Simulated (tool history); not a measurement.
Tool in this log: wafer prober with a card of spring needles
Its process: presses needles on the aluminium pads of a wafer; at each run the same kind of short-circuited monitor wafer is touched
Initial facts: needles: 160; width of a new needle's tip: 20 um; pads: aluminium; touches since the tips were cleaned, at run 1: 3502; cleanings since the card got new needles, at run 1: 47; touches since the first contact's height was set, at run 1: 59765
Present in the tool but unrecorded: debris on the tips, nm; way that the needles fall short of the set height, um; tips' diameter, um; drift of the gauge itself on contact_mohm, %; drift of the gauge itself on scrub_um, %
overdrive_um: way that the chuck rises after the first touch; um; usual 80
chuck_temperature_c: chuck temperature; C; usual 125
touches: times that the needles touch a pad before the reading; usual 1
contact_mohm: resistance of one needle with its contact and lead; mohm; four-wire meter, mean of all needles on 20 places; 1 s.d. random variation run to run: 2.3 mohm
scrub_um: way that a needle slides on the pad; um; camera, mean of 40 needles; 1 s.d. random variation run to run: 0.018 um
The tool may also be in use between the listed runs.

run,hour,overdrive_um,chuck_temperature_c,touches,touches since the tips were cleaned,cleanings since the card got new needles,touches since the first contact's height was set,contact_mohm,scrub_um
1,0,80,125,1,3502,47,59765,257,21.94
# hour 10.9: tips cleaned on abrasive film
# hour 14.6: height of the first contact set anew
# hour 28.1: tips cleaned on abrasive film
# hour 45.1: tips cleaned on abrasive film
2,45.1,80,125,1,0,50,15589,252,21.95
# hour 62.1: tips cleaned on abrasive film
# hour 79.1: tips cleaned on abrasive film
3,79.1,80,125,1,0,52,33017,253,22.01
# hour 96.4: tips cleaned on abrasive film
4,105.3,80,125,1,4594,53,46493,258,22.02
# hour 113.8: tips cleaned on abrasive film
# hour 133.9: tips cleaned on abrasive film
5,138.5,87,125,1,2373,55,63501,256,24
# hour 143: height of the first contact set anew
# hour 154.2: tips cleaned on abrasive film
# hour 171.9: tips cleaned on abrasive film
6,186.3,87,125,1,7433,57,22206,255,24.02
# hour 189.8: tips cleaned on abrasive film
# hour 208.9: tips cleaned on abrasive film
7,221,87,125,1,6214,59,39943,256,24.05
# hour 228.5: tips cleaned on abrasive film
# hour 246.2: tips cleaned on abrasive film
8,246.2,87,125,1,0,61,52843,251,24.06
# hour 263.6: tips cleaned on abrasive film
# hour 271.2: height of the first contact set anew
9,271.2,87,125,1,3740,62,0,254,24.07
# hour 284.1: tips cleaned on abrasive film
10,300.2,73,125,1,8311,63,14899,256,20.2
# hour 304.4: tips cleaned on abrasive film
11,320.2,80,110,1,8119,64,25143,249,22.14
# hour 323.9: tips cleaned on abrasive film
# hour 342.5: tips cleaned on abrasive film
12,358.3,80,125,3,8161,66,44677,255,22.19
# hour 362.6: tips cleaned on abrasive film
# hour 381.5: tips cleaned on abrasive film
13,393.4,80,125,1,6133,68,62653,253,22.22
# hour 401: tips cleaned on abrasive film
# hour 401.3: height of the first contact set anew
# hour 419.1: tips cleaned on abrasive film
14,422.9,80,125,1,1949,70,11074,255,22.23
# hour 438.4: tips cleaned on abrasive film
15,451.5,80,125,1,6727,71,25754,255,22.26
# hour 457: tips cleaned on abrasive film
# hour 476.6: tips cleaned on abrasive film
16,487.6,80,125,1,5659,73,44262,260,22.22
# hour 493.9: tips cleaned on abrasive film
# hour 514.4: tips cleaned on abrasive film
# hour 531.5: height of the first contact set anew
17,531.5,79,37,1,8620,75,0,237,22.01
# hour 535.7: tips cleaned on abrasive film
# hour 552.8: tips cleaned on abrasive film
18,552.8,73,31,2,0,77,10910,232,20.35
# hour 573.9: tips cleaned on abrasive film
# hour 592.6: tips cleaned on abrasive film
19,596.2,69,74,2,1852,79,33141,249,19.26
# hour 610.1: tips cleaned on abrasive film
20,620.5,69,30,1,5374,80,45610,233,19.28
# hour 628.2: tips cleaned on abrasive film
# hour 646.3: tips cleaned on abrasive film
21,651.2,69,30,1,2550,82,61326,234,19.28
# hour 661.8: height of the first contact set anew
# hour 664.7: tips cleaned on abrasive film
# hour 683.9: tips cleaned on abrasive film
22,696,62,105,3,6246,84,17552,253,17.34
# hour 702.9: tips cleaned on abrasive film
# hour 722.2: tips cleaned on abrasive film
23,722.4,70,25,3,102,86,31056,230,19.58
# hour 740.4: tips cleaned on abrasive film
# hour 758.2: tips cleaned on abrasive film
24,758.2,69,125,1,0,88,49376,261,19.37
# hour 777.4: tips cleaned on abrasive film
25,781.1,80,125,2,1886,89,61109,259,22.46
# hour 790: height of the first contact set anew
# hour 797.9: tips cleaned on abrasive film
26,804,80,125,2,3180,90,7170,254,22.46
# hour 817.6: tips cleaned on abrasive film
27,831.5,76,125,1,7134,91,21254,259,21.34
# hour 836.1: tips cleaned on abrasive film
# hour 855.6: tips cleaned on abrasive film
28,861.3,78,89,2,2936,93,36540,250,21.95
# hour 875.5: tips cleaned on abrasive film
# hour 893.9: tips cleaned on abrasive film
29,895.2,78,89,2,668,95,53870,247,21.96
# hour 913: tips cleaned on abrasive film
30,916.3,78,89,2,1723,96,64720,247,21.98
# hour 920.7: height of the first contact set anew
# hour 930.5: tips cleaned on abrasive film
# hour 939.6: gauge calibrated
# hour 950.1: tips cleaned on abrasive film
31,953.3,61,81,2,1626,98,16658,246,16.73

3 options for the next run, each taken on its own from the tool as it stands now. Forecast them:
# hour 969.7: tips cleaned on abrasive film
# hour 987.9: tips cleaned on abrasive film
A,1002,90,125,1,7305,100,41678,?,?
# hour 969.7: tips cleaned on abrasive film
# hour 987.9: tips cleaned on abrasive film
B,1002,62,81,2,7305,100,41678,?,?
# hour 969.7: tips cleaned on abrasive film
# hour 987.9: tips cleaned on abrasive film
C,1002,62,125,1,7305,100,41678,?,?

run,contact_mohm,scrub_um
A,257,24.72
B,247,17.04
C,262,17.04
The same runs, with their run-to-run variation unchanged, on a tool lacking any hidden condition would have given:
run,contact_mohm,scrub_um
A,257,24.68
B,247,17.01
C,262,17.01
